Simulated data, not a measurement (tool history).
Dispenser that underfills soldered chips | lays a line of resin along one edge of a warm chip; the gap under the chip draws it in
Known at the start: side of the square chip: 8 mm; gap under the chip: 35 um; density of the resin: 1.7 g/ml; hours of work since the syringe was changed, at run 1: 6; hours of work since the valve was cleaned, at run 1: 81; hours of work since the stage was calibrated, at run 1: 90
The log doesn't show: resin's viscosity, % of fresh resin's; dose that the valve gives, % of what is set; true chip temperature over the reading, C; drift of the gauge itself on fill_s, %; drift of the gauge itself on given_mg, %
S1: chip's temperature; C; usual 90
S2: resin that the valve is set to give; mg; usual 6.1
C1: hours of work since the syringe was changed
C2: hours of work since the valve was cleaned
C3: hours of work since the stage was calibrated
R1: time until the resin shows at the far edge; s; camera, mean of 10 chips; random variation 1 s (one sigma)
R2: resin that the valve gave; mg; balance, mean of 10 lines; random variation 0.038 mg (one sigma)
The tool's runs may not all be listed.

Run 1, day 0: usual settings; C1 6; C2 81; C3 90. Result: R1 157.9 s, R2 5.77 mg.
Run 2, day 0.183: usual settings; C1 9; C2 84; C3 93. Result: R1 199 s, R2 5.74 mg.
At day 0.271: new syringe of resin.
Run 3, day 0.496: usual settings; C1 4; C2 89; C3 98. Result: R1 135.3 s, R2 5.72 mg.
Run 4, day 0.738: usual settings but S2 5.33 mg; C1 8; C2 93; C3 102. Result: R1 184.2 s, R2 4.93 mg.
At day 0.938: new syringe of resin.
Run 5, day 0.962: usual settings but S2 5.33 mg; C1 0; C2 96; C3 105. Result: R1 108.8 s, R2 5.03 mg.
Run 6, day 1.154: usual settings but S2 5.33 mg; C1 3; C2 99; C3 108. Result: R1 134.5 s, R2 4.93 mg.
Run 7, day 1.358: usual settings; C1 7; C2 102; C3 112. Result: R1 165.9 s, R2 5.72 mg.
Run 8, day 1.517: usual settings but S1 99 C; C1 9; C2 105; C3 114. Result: R1 135 s, R2 5.65 mg.
At day 1.596: new syringe of resin.
Run 9, day 1.654: usual settings but S1 99 C; C1 1; C2 107; C3 116. Result: R1 77.9 s, R2 5.63 mg.
At day 1.717: dispensing valve cleaned and set on the balance.
Run 10, day 1.912: usual settings but S1 99 C; C1 4; C2 3; C3 120. Result: R1 96.2 s, R2 6.12 mg.
Run 11, day 2.125: usual settings but S1 99 C; C1 8; C2 7; C3 123. Result: R1 123 s, R2 6.14 mg.
At day 2.3: new syringe of resin.
Run 12, day 2.333: usual settings but S1 99 C; C1 1; C2 10; C3 126. Result: R1 74.3 s, R2 6.09 mg.
Run 13, day 2.55: usual settings but S1 99 C; C1 4; C2 13; C3 130. Result: R1 95 s, R2 6 mg.
Run 14, day 2.767: usual settings but S1 88 C; C1 8; C2 17; C3 133. Result: R1 191.6 s, R2 6 mg.
At day 2.958: new syringe of resin.
Run 15, day 2.975: usual settings but S1 86 C, S2 5.29 mg; C1 0; C2 20; C3 137. Result: R1 127.9 s, R2 5.23 mg.
Run 16, day 3.258: usual settings but S1 91 C, S2 6.15 mg; C1 5; C2 25; C3 141. Result: R1 141.7 s, R2 6.03 mg.
Run 17, day 3.558: usual settings but S1 91 C, S2 6.15 mg; C1 10; C2 29; C3 146. Result: R1 198.1 s, R2 6.05 mg.
At day 3.625: new syringe of resin.
Run 18, day 3.762: usual settings but S1 76 C, S2 7.76 mg; C1 2; C2 33; C3 149. Result: R1 225.3 s, R2 7.6 mg.
Run 19, day 3.929: usual settings but S1 76 C, S2 7.76 mg; C1 5; C2 35; C3 152. Result: R1 273.6 s, R2 7.61 mg.
Run 20, day 4.054: usual settings but S1 76 C, S2 7.76 mg; C1 7; C2 37; C3 154. Result: R1 306.3 s, R2 7.58 mg.
At day 4.275: new syringe of resin.
Run 21, day 4.358: usual settings but S1 86 C; C1 1; C2 42; C3 159. Result: R1 136.7 s, R2 5.97 mg.
Run 22, day 4.558: usual settings but S1 86 C; C1 5; C2 45; C3 162. Result: R1 171.9 s, R2 6.05 mg.
Run 23, day 4.692: usual settings but S1 86 C; C1 7; C2 47; C3 164. Result: R1 201.2 s, R2 5.92 mg.
Run 24, day 4.829: usual settings but S1 76 C, S2 6.36 mg; C1 9; C2 50; C3 166. Result: R1 363.3 s, R2 6.18 mg.
At day 4.942: new syringe of resin.
Run 25, day 4.988: usual settings but S1 84 C, S2 6.69 mg; C1 1; C2 52; C3 169. Result: R1 137.7 s, R2 6.48 mg.
Run 26, day 5.133: usual settings but S1 95 C, S2 7.87 mg; C1 3; C2 54; C3 171. Result: R1 102.2 s, R2 7.63 mg.
Run 27, day 5.442: usual settings but S1 95 C, S2 7.87 mg; C1 8; C2 59; C3 176. Result: R1 146.8 s, R2 7.6 mg.
At day 5.6: new syringe of resin.
Run 28, day 5.679: usual settings but S1 77 C, S2 7.3 mg; C1 1; C2 63; C3 180. Result: R1 203.7 s, R2 7.01 mg.

The same runs without the tool's hidden state, with the same run-to-run variation:
run     R1    R2
  1  100.4  6.09
  2  102.4  6.08
  3    101  6.07
  4  103.4  5.26
  5  102.5  5.36
  6  101.8  5.28
  7  100.3  6.13
  8   68.1  6.07
  9   70.4  6.06
 10   68.6  6.12
 11   68.3  6.15
 12   69.8  6.11
 13   69.7  6.03
 14  109.6  6.05
 15  121.6  5.28
 16   97.6   6.1
 17   96.9  6.14
 18  184.4  7.74
 19  184.7  7.77
 20  179.4  7.75
 21    118  6.13
 22  118.3  6.21
 23  118.7   6.1
 24    183  6.37
 25  127.9  6.68
 26   80.6  7.89
 27   81.5  7.88
 28  176.7  7.29

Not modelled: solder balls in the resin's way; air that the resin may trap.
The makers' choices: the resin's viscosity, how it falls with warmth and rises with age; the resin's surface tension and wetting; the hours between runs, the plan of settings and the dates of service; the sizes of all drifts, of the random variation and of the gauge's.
